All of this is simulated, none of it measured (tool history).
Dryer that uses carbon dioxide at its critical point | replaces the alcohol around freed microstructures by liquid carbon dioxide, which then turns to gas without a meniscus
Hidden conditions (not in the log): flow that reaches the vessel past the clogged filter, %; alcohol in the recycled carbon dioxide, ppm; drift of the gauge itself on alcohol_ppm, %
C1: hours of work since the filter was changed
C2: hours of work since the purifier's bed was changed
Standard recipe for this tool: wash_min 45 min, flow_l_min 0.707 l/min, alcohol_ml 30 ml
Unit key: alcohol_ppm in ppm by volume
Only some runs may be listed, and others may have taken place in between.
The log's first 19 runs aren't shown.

run 20 hour=355.5 | wash_min=45 flow_l_min=0.707 alcohol_ml=63 | C1=69 C2=205 | alcohol_ppm=55
run 21 hour=367.2 | wash_min=45 flow_l_min=0.707 alcohol_ml=63 | C1=75 C2=212 | alcohol_ppm=47
run 22 hour=387.2 | wash_min=41 flow_l_min=1.170 alcohol_ml=51 | C1=86 C2=223 | alcohol_ppm=30
run 23 hour=402.8 | wash_min=49 flow_l_min=1.148 alcohol_ml=61 | C1=95 C2=231 | alcohol_ppm=30
run 24 hour=418.3 | wash_min=67 flow_l_min=0.444 alcohol_ml=30 | C1=103 C2=240 | alcohol_ppm=43
run 25 hour=434.4 | wash_min=67 flow_l_min=0.444 alcohol_ml=30 | C1=112 C2=248 | alcohol_ppm=52
run 26 hour=454.5 | wash_min=67 flow_l_min=0.444 alcohol_ml=30 | C1=123 C2=259 | alcohol_ppm=55
run 27 hour=478.0 | wash_min=45 flow_l_min=0.658 alcohol_ml=47 | C1=136 C2=272 | alcohol_ppm=62
run 28 hour=502.0 | wash_min=43 flow_l_min=0.925 alcohol_ml=112 | C1=149 C2=285 | alcohol_ppm=46
run 29 hour=528.4 | wash_min=43 flow_l_min=0.925 alcohol_ml=112 | C1=163 C2=299 | alcohol_ppm=43
run 30 hour=547.3 | wash_min=45 flow_l_min=0.707 alcohol_ml=24 | C1=173 C2=310 | alcohol_ppm=52
run 31 hour=570.9 | wash_min=43 flow_l_min=0.739 alcohol_ml=68 | C1=186 C2=322 | alcohol_ppm=70
run 32 hour=585.5 | wash_min=42 flow_l_min=0.707 alcohol_ml=31 | C1=194 C2=330 | alcohol_ppm=63
run 33 hour=607.6 | wash_min=49 flow_l_min=1.047 alcohol_ml=30 | C1=206 C2=342 | alcohol_ppm=44
run 34 hour=619.8 | wash_min=37 flow_l_min=0.435 alcohol_ml=22 | C1=213 C2=349 | alcohol_ppm=249
run 35 hour=639.6 | wash_min=37 flow_l_min=0.435 alcohol_ml=22 | C1=223 C2=360 | alcohol_ppm=252
run 36 hour=661.3 | wash_min=37 flow_l_min=0.435 alcohol_ml=22 | C1=235 C2=371 | alcohol_ppm=248
run 37 hour=677.3 | wash_min=27 flow_l_min=0.435 alcohol_ml=24 | C1=244 C2=380 | alcohol_ppm=584
run 38 hour=704.0 | wash_min=39 flow_l_min=1.121 alcohol_ml=51 | C1=258 C2=395 | alcohol_ppm=59

Predict each of these 5 candidate next runs independently; none follows another, all start after run 38:
run A hour=720.3 | wash_min=42 flow_l_min=0.961 alcohol_ml=30 | C1=267 C2=404 | alcohol_ppm=?
run B hour=720.3 | wash_min=28 flow_l_min=0.623 alcohol_ml=21 | C1=267 C2=404 | alcohol_ppm=?
run C hour=720.3 | wash_min=39 flow_l_min=1.121 alcohol_ml=45 | C1=267 C2=404 | alcohol_ppm=?
run D hour=720.3 | wash_min=52 flow_l_min=0.977 alcohol_ml=116 | C1=267 C2=404 | alcohol_ppm=?
run E hour=720.3 | wash_min=64 flow_l_min=0.960 alcohol_ml=51 | C1=267 C2=404 | alcohol_ppm=?

run=A alcohol_ppm=62
run=B alcohol_ppm=186
run=C alcohol_ppm=61
run=D alcohol_ppm=58
run=E alcohol_ppm=51
Without the tool's hidden state the same runs would have given:
run=A alcohol_ppm=12
run=B alcohol_ppm=115
run=C alcohol_ppm=13
run=D alcohol_ppm=10
run=E alcohol_ppm=3

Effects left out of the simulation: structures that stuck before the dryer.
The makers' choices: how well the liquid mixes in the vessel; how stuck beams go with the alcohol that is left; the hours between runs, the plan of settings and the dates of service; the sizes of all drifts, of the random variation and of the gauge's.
